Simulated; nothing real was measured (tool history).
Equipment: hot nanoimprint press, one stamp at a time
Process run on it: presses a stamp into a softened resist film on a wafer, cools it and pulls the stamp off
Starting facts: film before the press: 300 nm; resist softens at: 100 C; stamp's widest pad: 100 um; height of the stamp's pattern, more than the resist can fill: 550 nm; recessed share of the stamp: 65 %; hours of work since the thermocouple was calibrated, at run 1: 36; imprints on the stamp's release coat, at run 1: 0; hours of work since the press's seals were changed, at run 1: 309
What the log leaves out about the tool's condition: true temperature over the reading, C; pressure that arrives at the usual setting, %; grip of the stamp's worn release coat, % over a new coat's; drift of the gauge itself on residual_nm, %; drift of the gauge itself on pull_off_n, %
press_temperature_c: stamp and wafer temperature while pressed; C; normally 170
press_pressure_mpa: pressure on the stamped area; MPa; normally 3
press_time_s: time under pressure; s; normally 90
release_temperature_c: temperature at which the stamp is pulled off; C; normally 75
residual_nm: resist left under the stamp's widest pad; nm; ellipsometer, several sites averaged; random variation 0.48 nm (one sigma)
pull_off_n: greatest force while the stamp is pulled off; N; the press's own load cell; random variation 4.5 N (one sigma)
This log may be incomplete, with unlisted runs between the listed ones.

run,hour,press_temperature_c,press_pressure_mpa,press_time_s,release_temperature_c,hours of work since the thermocouple was calibrated,imprints on the stamp's release coat,hours of work since the press's seals were changed,residual_nm,pull_off_n
1,0,170,3,90,75,36,0,309,120.9,217
2,15.7,170,3,90,75,47,83,320,121.3,225
3,41.9,170,3,90,75,67,221,340,122.7,233
4,68.7,170,3,90,75,87,361,360,122.1,241
5,82.3,170,3,90,75,98,433,371,122.5,246
6,108.9,170,3,90,75,118,572,391,122.5,256
7,135.8,182,3,90,75,138,714,411,78.4,262
8,167.8,170,3,79,81,162,882,435,128.9,232
9,201.3,181,2.21,153,63,187,1058,460,81.9,364
10,226,169,2.21,153,75,206,1187,479,128.6,288
11,243.1,169,2.21,153,75,219,1277,492,128.2,306
12,260.7,169,2.21,153,75,232,1369,505,129.4,288
# hour 288: stamp cleaned and given a new release coat
13,288,169,2.21,52,75,248,0,521,181.3,217
14,312.8,170,3,142,69,267,131,540,107.2,269

Predict each of these 3 candidate next runs independently; none follows another, all start after run 14:
A,338.4,170,2.25,142,69,286,265,559,?,?
B,338.4,159,3,87,75,286,265,559,?,?
C,338.4,170,3.65,90,70,286,265,559,?,?

run,residual_nm,pull_off_n
A,127.6,284
B,194.9,243
C,111.6,275
What these runs would have given with no unlogged condition in the tool:
run,residual_nm,pull_off_n
A,122.1,260
B,187.1,222
C,106.2,252
